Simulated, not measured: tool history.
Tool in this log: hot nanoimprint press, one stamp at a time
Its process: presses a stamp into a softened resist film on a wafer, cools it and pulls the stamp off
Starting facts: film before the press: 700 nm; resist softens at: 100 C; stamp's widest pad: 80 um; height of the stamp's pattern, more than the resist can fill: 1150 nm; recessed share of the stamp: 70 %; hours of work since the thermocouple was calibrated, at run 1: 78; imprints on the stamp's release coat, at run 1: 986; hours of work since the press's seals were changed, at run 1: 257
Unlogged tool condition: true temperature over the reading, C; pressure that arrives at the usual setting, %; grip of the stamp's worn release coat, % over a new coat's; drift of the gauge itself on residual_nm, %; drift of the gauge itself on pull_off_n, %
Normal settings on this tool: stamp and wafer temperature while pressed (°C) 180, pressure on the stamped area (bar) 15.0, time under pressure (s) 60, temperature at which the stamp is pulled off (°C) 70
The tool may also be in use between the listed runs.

| run | hour | stamp and wafer temperature while pressed (°C) | pressure on the stamped area (bar) | time under pressure (s) | temperature at which the stamp is pulled off (°C) | hours of work since the thermocouple was calibrated | imprints on the stamp's release coat | hours of work since the press's seals were changed | resist left under the stamp's widest pad (nm) | greatest force while the stamp is pulled off (N) |
|---|---|---|---|---|---|---|---|---|---|---|
| 1 | 0.0 | 180 | 15.0 | 60 | 70 | 78 | 986 | 257 | 395.4 | 270 |
| 2 | 14.5 | 180 | 15.0 | 60 | 64 | 87 | 1016 | 266 | 397.7 | 275 |
| 3 | 41.5 | 182 | 15.0 | 60 | 70 | 103 | 1072 | 282 | 370.1 | 260 |
| 4 | 71.5 | 182 | 15.0 | 60 | 70 | 121 | 1135 | 300 | 366.3 | 278 |
| 5 | 96.6 | 182 | 15.0 | 60 | 70 | 136 | 1187 | 315 | 367.9 | 276 |
| 6 | 111.5 | 182 | 15.0 | 60 | 70 | 144 | 1218 | 324 | 371.8 | 270 |
| 7 | 126.9 | 180 | 15.0 | 60 | 70 | 154 | 1250 | 333 | 389.0 | 266 |
| 8 | 155.3 | 180 | 15.0 | 60 | 70 | 171 | 1309 | 350 | 395.8 | 276 |
| 9 | 180.1 | 180 | 15.0 | 60 | 72 | 185 | 1360 | 365 | 394.0 | 268 |
| 10 | 197.2 | 180 | 13.0 | 60 | 70 | 195 | 1396 | 375 | 411.4 | 276 |
| 11 | 218.9 | 180 | 13.0 | 60 | 70 | 208 | 1441 | 388 | 406.4 | 280 |
| 12 | 249.8 | 180 | 12.9 | 60 | 70 | 227 | 1505 | 406 | 413.5 | 284 |
|  | 266.7 | stamp cleaned and given a new release coat |
| 13 | 281.0 | 180 | 15.0 | 60 | 70 | 242 | 30 | 421 | 389.3 | 220 |
| 14 | 302.0 | 180 | 15.0 | 60 | 70 | 254 | 74 | 434 | 387.9 | 214 |
| 15 | 332.6 | 180 | 15.0 | 60 | 70 | 273 | 137 | 452 | 386.6 | 216 |
|  | 337.2 | plate thermocouple calibrated |
| 16 | 365.9 | 180 | 15.0 | 60 | 70 | 17 | 200 | 470 | 381.8 | 217 |
| 17 | 382.3 | 180 | 15.0 | 60 | 70 | 27 | 234 | 480 | 374.9 | 224 |
| 18 | 407.3 | 180 | 15.0 | 59 | 70 | 42 | 286 | 495 | 381.8 | 232 |
| 19 | 435.2 | 190 | 9.5 | 52 | 70 | 58 | 344 | 511 | 348.7 | 233 |
|  | 466.3 | plate thermocouple calibrated, once more |
| 20 | 470.4 | 186 | 15.1 | 35 | 70 | 2 | 411 | 531 | 408.9 | 236 |
| 21 | 483.9 | 186 | 9.5 | 112 | 57 | 11 | 439 | 539 | 324.0 | 270 |
| 22 | 505.0 | 186 | 16.1 | 112 | 57 | 23 | 483 | 551 | 251.8 | 275 |
| 23 | 532.9 | 186 | 16.1 | 112 | 57 | 40 | 541 | 568 | 253.7 | 277 |
| 24 | 553.7 | 186 | 16.1 | 112 | 57 | 52 | 584 | 580 | 253.5 | 276 |
| 25 | 572.9 | 186 | 23.4 | 114 | 57 | 64 | 624 | 592 | 209.6 | 279 |
| 26 | 594.8 | 180 | 13.8 | 53 | 70 | 77 | 669 | 605 | 433.8 | 245 |
| 27 | 623.0 | 180 | 20.9 | 100 | 70 | 93 | 728 | 622 | 294.0 | 247 |
| 28 | 644.1 | 180 | 20.9 | 100 | 70 | 106 | 772 | 634 | 292.1 | 245 |

The next listed run, before its measurement:
| 29 | 659.6 | 180 | 20.9 | 100 | 70 | 115 | 804 | 644 | ? | ? |

resist left under the stamp's widest pad (nm): 295.2
greatest force while the stamp is pulled off (N): 255
If the tool had no hidden condition, the same run with the same run-to-run variation would have returned resist left under the stamp's widest pad (nm) 292.5, greatest force while the stamp is pulled off (N) 215.
